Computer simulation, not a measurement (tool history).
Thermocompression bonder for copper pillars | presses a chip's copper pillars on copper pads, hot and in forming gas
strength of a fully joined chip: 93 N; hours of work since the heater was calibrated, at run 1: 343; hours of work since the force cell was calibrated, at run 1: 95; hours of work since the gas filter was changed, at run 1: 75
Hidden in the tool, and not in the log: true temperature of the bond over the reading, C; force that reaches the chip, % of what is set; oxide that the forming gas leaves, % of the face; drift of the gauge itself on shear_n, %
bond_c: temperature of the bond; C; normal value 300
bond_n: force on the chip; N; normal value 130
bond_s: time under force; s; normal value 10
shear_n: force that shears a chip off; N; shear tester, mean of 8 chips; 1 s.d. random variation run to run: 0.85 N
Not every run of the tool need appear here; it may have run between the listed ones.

| run | hour | bond_c | bond_n | bond_s | hours of work since the heater was calibrated | hours of work since the force cell was calibrated | hours of work since the gas filter was changed | shear_n |
|---|---|---|---|---|---|---|---|---|
| 1 | 0.0 | 300 | 130 | 10 | 343 | 95 | 75 | 61.7 |
| 2 | 7.5 | 300 | 130 | 10 | 349 | 101 | 81 | 61.4 |
| 3 | 13.4 | 300 | 130 | 7 | 353 | 106 | 85 | 55.6 |
| 4 | 19.3 | 300 | 130 | 7 | 358 | 110 | 90 | 54.9 |
| 5 | 27.7 | 300 | 130 | 7 | 364 | 116 | 96 | 53.9 |
| 6 | 38.4 | 300 | 130 | 7 | 372 | 124 | 104 | 55.1 |
| 7 | 48.3 | 300 | 130 | 7 | 380 | 132 | 112 | 53.1 |
| 8 | 53.4 | 300 | 130 | 7 | 383 | 136 | 115 | 53.0 |
|  | 61.1 | forming gas filter changed |
| 9 | 63.0 | 300 | 130 | 10 | 390 | 143 | 1 | 66.5 |
| 10 | 72.8 | 300 | 130 | 10 | 398 | 150 | 9 | 65.5 |
| 11 | 82.9 | 300 | 130 | 10 | 405 | 158 | 16 | 65.7 |
| 12 | 91.6 | 300 | 130 | 10 | 412 | 164 | 23 | 62.6 |
| 13 | 103.3 | 300 | 130 | 10 | 421 | 173 | 32 | 63.8 |
| 14 | 111.4 | 300 | 130 | 10 | 427 | 179 | 38 | 63.2 |
| 15 | 119.5 | 311 | 91 | 11 | 433 | 185 | 44 | 54.6 |
| 16 | 129.3 | 311 | 91 | 11 | 440 | 193 | 51 | 54.2 |
| 17 | 136.7 | 312 | 130 | 10 | 446 | 198 | 57 | 68.9 |
| 18 | 148.5 | 300 | 130 | 24 | 455 | 207 | 66 | 73.0 |
| 19 | 159.9 | 300 | 167 | 8 | 463 | 216 | 74 | 68.5 |
| 20 | 171.0 | 300 | 167 | 8 | 472 | 224 | 83 | 68.4 |
| 21 | 179.0 | 273 | 163 | 8 | 478 | 230 | 89 | 50.6 |
| 22 | 185.4 | 273 | 163 | 8 | 483 | 235 | 94 | 50.6 |
| 23 | 195.8 | 273 | 163 | 8 | 490 | 243 | 101 | 49.2 |
| 24 | 202.4 | 300 | 78 | 15 | 495 | 248 | 106 | 44.5 |

Measured less the same run without the tool's hidden state. The same run-to-run variation is in both; the gauge's scatter may not be:
| run | shear_n |
|---|---|
| 1 | -6.7 |
| 2 | -7.0 |
| 3 | -7.0 |
| 4 | -7.2 |
| 5 | -7.6 |
| 6 | -8.3 |
| 7 | -8.6 |
| 8 | -8.9 |
| 9 | -2.8 |
| 10 | -3.4 |
| 11 | -3.9 |
| 12 | -4.2 |
| 13 | -4.9 |
| 14 | -5.2 |
| 15 | -5.2 |
| 16 | -5.7 |
| 17 | -6.5 |
| 18 | -7.2 |
| 19 | -7.9 |
| 20 | -8.7 |
| 21 | -8.3 |
| 22 | -8.8 |
| 23 | -9.0 |
| 24 | -8.3 |
